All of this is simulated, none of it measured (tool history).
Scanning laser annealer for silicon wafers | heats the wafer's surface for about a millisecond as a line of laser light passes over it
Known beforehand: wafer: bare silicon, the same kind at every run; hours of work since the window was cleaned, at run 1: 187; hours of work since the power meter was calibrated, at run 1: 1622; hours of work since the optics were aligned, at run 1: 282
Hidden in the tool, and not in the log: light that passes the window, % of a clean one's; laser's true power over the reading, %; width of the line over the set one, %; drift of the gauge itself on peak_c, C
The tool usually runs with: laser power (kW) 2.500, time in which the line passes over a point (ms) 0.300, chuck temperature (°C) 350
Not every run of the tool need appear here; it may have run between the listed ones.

| run | day | laser power (kW) | time in which the line passes over a point (ms) | chuck temperature (°C) | hours of work since the window was cleaned | hours of work since the power meter was calibrated | hours of work since the optics were aligned | highest temperature of the surface (°C) |
|---|---|---|---|---|---|---|---|---|
| 1 | 0.000 | 2.500 | 0.300 | 350 | 187 | 1622 | 282 | 1071 |
| 2 | 2.975 | 2.500 | 0.300 | 350 | 231 | 1665 | 326 | 1068 |
| 3 | 6.312 | 2.500 | 0.300 | 350 | 280 | 1714 | 374 | 1063 |
| 4 | 8.338 | 2.500 | 0.300 | 350 | 309 | 1744 | 404 | 1062 |
| 5 | 11.479 | 2.500 | 0.300 | 368 | 355 | 1790 | 450 | 1079 |
| 6 | 13.808 | 2.500 | 0.300 | 350 | 389 | 1824 | 484 | 1056 |
| 7 | 16.996 | 2.714 | 0.359 | 337 | 436 | 1870 | 531 | 1193 |
| 8 | 19.967 | 2.714 | 0.359 | 337 | 480 | 1914 | 574 | 1189 |
|  | 20.233 | window over the wafer cleaned |
| 9 | 22.633 | 2.255 | 0.246 | 350 | 35 | 1952 | 612 | 890 |
| 10 | 24.621 | 2.359 | 0.300 | 387 | 64 | 1981 | 641 | 1014 |
| 11 | 26.167 | 2.359 | 0.300 | 387 | 87 | 2003 | 664 | 1013 |
| 12 | 29.346 | 2.308 | 0.333 | 350 | 133 | 2050 | 710 | 987 |

Measured minus without-hidden-state, run by run (identical run-to-run variation in each term; gauge scatter may differ):
| run | highest temperature of the surface (°C) |
|---|---|
| 1 | -17 |
| 2 | -22 |
| 3 | -26 |
| 4 | -27 |
| 5 | -31 |
| 6 | -35 |
| 7 | -46 |
| 8 | -50 |
| 9 | -47 |
| 10 | -57 |
| 11 | -59 |
| 12 | -64 |
